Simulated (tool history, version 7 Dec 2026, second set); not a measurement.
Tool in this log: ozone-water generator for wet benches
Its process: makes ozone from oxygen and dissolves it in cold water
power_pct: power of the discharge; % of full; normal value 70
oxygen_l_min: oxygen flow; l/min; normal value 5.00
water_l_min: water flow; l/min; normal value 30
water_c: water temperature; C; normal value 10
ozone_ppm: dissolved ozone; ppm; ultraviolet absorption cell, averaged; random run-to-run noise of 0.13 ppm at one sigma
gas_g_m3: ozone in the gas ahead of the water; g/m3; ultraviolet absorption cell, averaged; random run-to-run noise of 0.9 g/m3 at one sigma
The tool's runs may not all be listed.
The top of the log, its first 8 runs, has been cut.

run	hour	power_pct	oxygen_l_min	water_l_min	water_c	hours of work since the electrodes were changed	hours of work since the contactor was cleaned	hours of work since the thermometer was calibrated	ozone_ppm	gas_g_m3
9	1225.9	70	5.00	30	10	1122	692	2223	13.9	150.0
10	1382.5	70	8.30	30	10	1223	793	2323	13.7	104.3
11	1571.8	70	2.65	30	10	1344	914	2444	13.2	226.8
12	1791.6	70	5.00	30	10	1485	1055	2585	13.9	148.7
13	1882.9	70	5.00	30	10	1544	1113	2644	13.8	149.2
14	2058.4	70	5.00	30	10	1656	1226	2756	13.6	148.6
15	2203.2	70	5.00	30	10	1749	1319	2849	14.0	148.0
16	2296.3	70	5.00	30	10	1809	1379	2909	13.8	148.8
17	2447.6	70	5.00	30	10	1906	1475	3006	14.0	147.8
# hour 2644.2: water thermometer calibrated
18	2670.4	80	8.76	44	10	2048	1618	17	10.3	107.7
19	2781.1	80	5.65	44	16	2119	1689	88	9.7	146.7
20	2890.9	80	5.65	44	16	2190	1759	158	9.7	147.6
21	3049.1	45	5.65	28	16	2291	1861	260	11.0	107.5
22	3157.6	45	5.65	28	16	2361	1930	329	10.8	107.4
23	3374.3	45	5.65	28	16	2499	2069	468	10.8	107.2
24	3580.2	70	2.89	30	10	2631	2201	600	13.4	216.8
25	3795.7	70	7.12	30	10	2770	2340	738	13.9	116.2
26	4018.0	70	4.45	25	10	2912	2482	881	16.5	160.7
27	4208.5	65	4.45	44	12	3034	2604	1003	8.8	154.8
28	4371.5	70	4.62	30	9	3139	2709	1107	13.9	157.6
29	4547.1	50	4.53	29	7	3251	2821	1220	12.2	133.4
30	4745.2	70	5.00	30	12	3378	2948	1347	13.9	148.5
31	4895.4	70	5.00	18	9	3475	3045	1443	22.1	149.2
32	5042.4	50	7.46	19	7	3569	3139	1538	17.2	94.3

Consider 5 possible next runs. They are alternatives, not a sequence: every one starts from the tool as it was left by run 32. What does each give?
A	5248.5	84	3.53	19	16	3701	3271	1670	?	?
B	5248.5	47	5.00	30	6	3701	3271	1670	?	?
C	5248.5	50	2.57	19	7	3701	3271	1670	?	?
D	5248.5	70	5.00	30	15	3701	3271	1670	?	?
E	5248.5	60	5.00	21	10	3701	3271	1670	?	?

run	ozone_ppm	gas_g_m3
A	21.7	208.4
B	11.4	120.1
C	17.5	195.3
D	13.4	148.4
E	17.6	135.7
Without the tool's hidden state the same runs would have given:
run	ozone_ppm	gas_g_m3
A	21.8	208.5
B	11.4	120.1
C	17.5	195.4
D	13.5	148.5
E	17.6	135.8

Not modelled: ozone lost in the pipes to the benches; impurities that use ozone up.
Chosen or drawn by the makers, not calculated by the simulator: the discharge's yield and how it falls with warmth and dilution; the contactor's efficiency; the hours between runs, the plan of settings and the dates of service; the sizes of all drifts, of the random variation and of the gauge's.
